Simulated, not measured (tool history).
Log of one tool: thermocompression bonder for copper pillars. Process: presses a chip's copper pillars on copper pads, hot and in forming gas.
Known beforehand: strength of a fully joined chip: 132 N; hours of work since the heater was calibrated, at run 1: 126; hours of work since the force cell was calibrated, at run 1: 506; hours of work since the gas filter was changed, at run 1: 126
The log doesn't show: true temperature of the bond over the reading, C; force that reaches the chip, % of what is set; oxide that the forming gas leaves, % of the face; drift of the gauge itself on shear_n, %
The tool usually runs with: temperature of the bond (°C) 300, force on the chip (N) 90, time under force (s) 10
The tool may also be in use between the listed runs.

run     day  temperature of the bond (°C)  force on the chip (N)  time under force (s)  hours of work since the heater was calibrated  hours of work since the force cell was calibrated  hours of work since the gas filter was changed  force that shears a chip off (N)
  1   0.000                           300                     90                    10                                            126                                                506                                             126                              62.5
  2   1.850                           300                     90                    10                                            148                                                528                                             148                              62.4
  3   3.596                           300                     90                    10                                            169                                                548                                             169                              61.2
  4   6.592                           300                     90                    10                                            204                                                584                                             204                              62.4
  5   9.696                           300                     90                    10                                            241                                                621                                             241                              62.6
  6  12.117                           284                     90                    10                                            269                                                649                                             269                              49.1
  7  13.767                           300                     81                    10                                            289                                                669                                             289                              59.7
  8  15.542                           300                     90                    13                                            310                                                690                                             310                              67.7
  9  17.988                           300                     90                    13                                            339                                                719                                             339                              67.4
 10  20.379                           300                     90                    10                                            367                                                747                                             367                              62.5
 11  22.762                           300                     90                    10                                            395                                                775                                             395                              62.4
 12  24.562                           300                     54                    10                                            417                                                797                                             417                              47.9
     25.217  -- forming gas filter changed
 13  27.896                           300                     90                    10                                            456                                                836                                              32                              66.1
 14  30.904                           300                     90                    26                                            492                                                871                                              67                              88.5
 15  32.450                           300                     90                    26                                            510                                                890                                              86                              89.0
 16  34.104                           300                     90                    10                                            529                                                909                                             105                              65.4
 17  36.554                           280                     90                    10                                            558                                                938                                             134                              50.0
 18  39.675                           280                     90                    10                                            595                                                975                                             171                              50.2
 19  41.179                           300                    126                    10                                            613                                                993                                             189                              76.2
 20  43.712                           314                     94                     6                                            643                                               1023                                             219                              67.1
 21  46.458                           314                     94                     6                                            676                                               1055                                             252                              66.8
 22  48.538                           305                     90                     7                                            700                                               1080                                             276                              62.8
 23  51.542                           314                    127                    12                                            736                                               1116                                             312                              91.7
     52.383  -- force cell calibrated
 24  53.817                           291                     90                    10                                            762                                                 17                                             338                              55.9
 25  56.108                           317                    110                    10                                            789                                                 44                                             365                              83.4
 26  57.671                           281                     84                    10                                            808                                                 63                                             383                              46.8
 27  60.496                           281                     84                    10                                            841                                                 96                                             417                              46.4
     60.746  -- heater calibrated with a thermocouple chip
     61.183  -- forming gas filter changed
 28  63.512                           285                     94                    23                                             33                                                131                                              28                              76.4
 29  65.562                           330                     94                     5                                             57                                                155                                              52                              79.1
 30  67.192                           300                     97                    10                                             76                                                174                                              71                              72.5
 31  69.267                           300                     97                    10                                            101                                                199                                              96                              71.0
 32  71.425                           284                    117                    10                                            126                                                224                                             121                              63.5
 33  72.938                           319                    115                    18                                            144                                                242                                             139                             106.1
 34  75.262                           300                     90                    10                                            172                                                270                                             167                              68.4
 35  78.658                           324                     90                    22                                            212                                                310                                             207                             105.3
     81.750  -- heater calibrated with a thermocouple chip, once more
 36  81.796                           324                     90                    22                                              1                                                346                                             243                              98.3
 37  83.804                           300                    107                    22                                             24                                                370                                             267                              83.4
 38  85.792                           275                     90                     6                                             48                                                393                                             290                              33.6

What would each run have given without the hidden state, its run-to-run variation left as it was?
run  force that shears a chip off (N)
  1                              62.0
  2                              61.9
  3                              60.7
  4                              62.0
  5                              62.2
  6                              48.4
  7                              59.3
  8                              67.5
  9                              67.3
 10                              62.3
 11                              62.2
 12                              47.4
 13                              62.0
 14                              84.3
 15                              84.8
 16                              61.3
 17                              46.3
 18                              46.5
 19                              72.2
 20                              63.3
 21                              63.2
 22                              59.0
 23                              89.1
 24                              54.2
 25                              82.9
 26                              45.0
 27                              44.6
 28                              67.9
 29                              71.9
 30                              64.6
 31                              63.2
 32                              55.7
 33                             100.3
 34                              60.9
 35                             100.4
 36                             101.0
 37                              85.5
 38                              34.1
